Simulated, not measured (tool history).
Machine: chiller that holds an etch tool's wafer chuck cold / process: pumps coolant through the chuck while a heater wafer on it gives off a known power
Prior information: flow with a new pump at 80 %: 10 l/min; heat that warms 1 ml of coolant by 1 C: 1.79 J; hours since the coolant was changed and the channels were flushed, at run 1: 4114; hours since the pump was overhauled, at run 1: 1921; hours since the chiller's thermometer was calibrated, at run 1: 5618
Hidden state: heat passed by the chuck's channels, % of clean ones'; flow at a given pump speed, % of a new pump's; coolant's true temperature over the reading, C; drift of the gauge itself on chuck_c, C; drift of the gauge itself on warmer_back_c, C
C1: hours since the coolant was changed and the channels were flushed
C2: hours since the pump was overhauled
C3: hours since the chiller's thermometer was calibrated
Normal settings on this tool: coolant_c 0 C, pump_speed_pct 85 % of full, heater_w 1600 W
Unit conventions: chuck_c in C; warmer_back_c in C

run 1 hour=0.0 | coolant_c=0 pump_speed_pct=85 heater_w=1600 | C1=4114 C2=1921 C3=5618 | chuck_c=10.0 warmer_back_c=5.02
run 2 hour=38.5 | coolant_c=0 pump_speed_pct=85 heater_w=1600 | C1=4152 C2=1960 C3=5657 | chuck_c=9.7 warmer_back_c=5.04
-- hour=88.9 chiller's thermometer calibrated
run 3 hour=103.4 | coolant_c=0 pump_speed_pct=85 heater_w=1600 | C1=4216 C2=2024 C3=14 | chuck_c=9.8 warmer_back_c=5.00
run 4 hour=139.9 | coolant_c=0 pump_speed_pct=85 heater_w=1600 | C1=4253 C2=2060 C3=51 | chuck_c=10.0 warmer_back_c=5.00
run 5 hour=169.4 | coolant_c=0 pump_speed_pct=85 heater_w=1600 | C1=4282 C2=2089 C3=80 | chuck_c=9.9 warmer_back_c=5.02
run 6 hour=234.7 | coolant_c=0 pump_speed_pct=85 heater_w=920 | C1=4347 C2=2155 C3=146 | chuck_c=5.6 warmer_back_c=2.84
run 7 hour=296.1 | coolant_c=2 pump_speed_pct=85 heater_w=920 | C1=4409 C2=2216 C3=207 | chuck_c=7.7 warmer_back_c=2.87
run 8 hour=327.6 | coolant_c=-3 pump_speed_pct=85 heater_w=1600 | C1=4440 C2=2248 C3=239 | chuck_c=6.8 warmer_back_c=4.94
run 9 hour=387.3 | coolant_c=-3 pump_speed_pct=85 heater_w=1600 | C1=4500 C2=2307 C3=298 | chuck_c=6.8 warmer_back_c=4.95
run 10 hour=450.0 | coolant_c=-3 pump_speed_pct=85 heater_w=1600 | C1=4563 C2=2370 C3=361 | chuck_c=7.0 warmer_back_c=4.91
run 11 hour=511.5 | coolant_c=0 pump_speed_pct=85 heater_w=1600 | C1=4624 C2=2432 C3=423 | chuck_c=9.7 warmer_back_c=4.86
run 12 hour=549.6 | coolant_c=0 pump_speed_pct=85 heater_w=1600 | C1=4662 C2=2470 C3=461 | chuck_c=9.7 warmer_back_c=4.88
run 13 hour=595.6 | coolant_c=0 pump_speed_pct=95 heater_w=1600 | C1=4708 C2=2516 C3=507 | chuck_c=8.8 warmer_back_c=4.35
run 14 hour=623.3 | coolant_c=0 pump_speed_pct=85 heater_w=1600 | C1=4736 C2=2543 C3=534 | chuck_c=9.9 warmer_back_c=4.87
run 15 hour=666.1 | coolant_c=0 pump_speed_pct=85 heater_w=1600 | C1=4779 C2=2586 C3=577 | chuck_c=9.9 warmer_back_c=4.89
run 16 hour=708.3 | coolant_c=-2 pump_speed_pct=74 heater_w=1020 | C1=4821 C2=2628 C3=619 | chuck_c=5.2 warmer_back_c=3.58
run 17 hour=744.1 | coolant_c=8 pump_speed_pct=82 heater_w=953 | C1=4857 C2=2664 C3=655 | chuck_c=13.9 warmer_back_c=2.93
run 18 hour=783.2 | coolant_c=9 pump_speed_pct=85 heater_w=1600 | C1=4896 C2=2703 C3=694 | chuck_c=18.9 warmer_back_c=4.83
run 19 hour=817.3 | coolant_c=9 pump_speed_pct=85 heater_w=1600 | C1=4930 C2=2737 C3=728 | chuck_c=18.9 warmer_back_c=4.84
run 20 hour=851.1 | coolant_c=9 pump_speed_pct=85 heater_w=1600 | C1=4964 C2=2771 C3=762 | chuck_c=18.8 warmer_back_c=4.81
run 21 hour=901.9 | coolant_c=9 pump_speed_pct=85 heater_w=1600 | C1=5015 C2=2822 C3=813 | chuck_c=18.8 warmer_back_c=4.76
run 22 hour=945.3 | coolant_c=9 pump_speed_pct=85 heater_w=1600 | C1=5058 C2=2865 C3=856 | chuck_c=18.9 warmer_back_c=4.79

What will run 23 give?
run 23 hour=1007.1 | coolant_c=9 pump_speed_pct=85 heater_w=1600 | C1=5120 C2=2927 C3=918 | chuck_c=? warmer_back_c=?

chuck_c: 18.8 C
warmer_back_c: 4.85 C
Without the tool's hidden state the same run would have given chuck_c 18.8 C, warmer_back_c 5.07 C.
